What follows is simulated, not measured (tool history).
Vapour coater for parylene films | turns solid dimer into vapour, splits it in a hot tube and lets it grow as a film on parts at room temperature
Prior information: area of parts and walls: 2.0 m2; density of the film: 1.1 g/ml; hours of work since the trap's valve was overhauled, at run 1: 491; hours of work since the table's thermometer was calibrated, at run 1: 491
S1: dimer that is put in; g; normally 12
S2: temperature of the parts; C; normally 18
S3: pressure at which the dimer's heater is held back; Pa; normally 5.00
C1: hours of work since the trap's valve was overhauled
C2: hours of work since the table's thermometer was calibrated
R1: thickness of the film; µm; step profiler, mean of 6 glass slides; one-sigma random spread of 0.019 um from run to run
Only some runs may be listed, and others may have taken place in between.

run    hour  S1  S2     S3   C1   C2    R1
  1     0.0  12  18   5.00  491  491  3.15
  2    39.9  12  18   5.00  513  513  3.11
  3    87.0  12  18   5.00  539  539  3.10
  4   129.0   6  18   5.00  562  562  1.55
  5   166.9   6  18   5.00  582  582  1.55
  6   212.0  12  18   7.23  607  607  2.90
  7   266.7  12  18   2.72  637  637  3.36
      275.0  -- trap's valve overhauled
  8   315.1  12  18   2.72   22  661  3.87
  9   361.7  12  18  11.61   47  687  2.98
 10   398.9  12  18   5.00   68  707  3.41
 11   431.7  12  12   5.00   86  725  4.43
 12   470.6  12  18   5.00  107  746  3.42
 13   505.3  12  18   5.00  126  765  3.41
 14   529.8  12  14   5.00  139  778  4.04
 15   558.4  12  18   5.00  155  794  3.38
 16   595.1  12  18   5.00  175  814  3.36
 17   632.1  12  18   5.00  195  834  3.38
 18   654.6  12  18   5.00  207  846  3.35
 19   706.3  12  18   5.00  235  875  3.35
      711.7  -- table's thermometer calibrated
 20   734.0  12  18   5.00  250   12  3.39
 21   787.2  12  18   5.00  279   41  3.31
 22   822.2  12  18   5.00  298   60  3.29
 23   852.3  12  18   5.00  315   77  3.30
 24   894.5   6  11   5.00  338  100  2.21
 25   918.2  18  11   2.36  351  113  7.49
 26   969.2   6  10   5.00  378  141  2.30
     1007.4  -- table's thermometer calibrated, once more
 27  1009.1   6  10  11.54  400    1  1.92
 28  1054.5  12  17   9.87  424   26  2.91
 29  1095.4  12  13   4.01  447   48  4.06
 30  1138.2  18  23   6.84  470   71  3.61
 31  1186.0  18  23   6.84  496   97  3.61
 32  1234.8   6  17   2.95  523  124  1.79
 33  1280.6   7  17   5.62  548  149  1.82
 34  1306.3   7  17   5.62  562  163  1.85
 35  1359.6  19  18   5.62  591  192  4.76
 36  1399.9  16  18   5.62  613  214  4.02
 37  1427.9  18  18   5.00  628  230  4.61
     1454.2  -- trap's valve overhauled
 38  1456.3  18  18   5.00    1  243  5.16
 39  1506.6   9  18   5.00   29  270  2.58
 40  1530.3   9  18   5.00   42  283  2.58
 41  1558.3   9  18   5.00   57  298  2.57
 42  1582.3   7  18   2.15   70  312  2.29
 43  1632.6   7  18   2.15   97  339  2.30
 44  1662.4   7  18   2.15  114  355  2.33
 45  1694.1   9  18   3.52  131  373  2.70
 46  1733.5  12  13   2.71  152  394  4.62

Alternative continuations, all from the tool just after run 46; predict every row:
  A  1776.8  12  26  4.87  176  418   ?
  B  1776.8  11  17  9.29  176  418   ?
  C  1776.8  21  13  2.20  176  418   ?
  D  1776.8   7  22  7.93  176  418   ?
  E  1776.8  14  16  4.33  176  418   ?

run    R1
  A  2.41
  B  2.89
  C  8.39
  D  1.54
  E  4.39
Take away the tool's hidden state, keep each run's random variation, and the runs would have read:
run    R1
  A  2.47
  B  2.96
  C  8.61
  D  1.58
  E  4.50
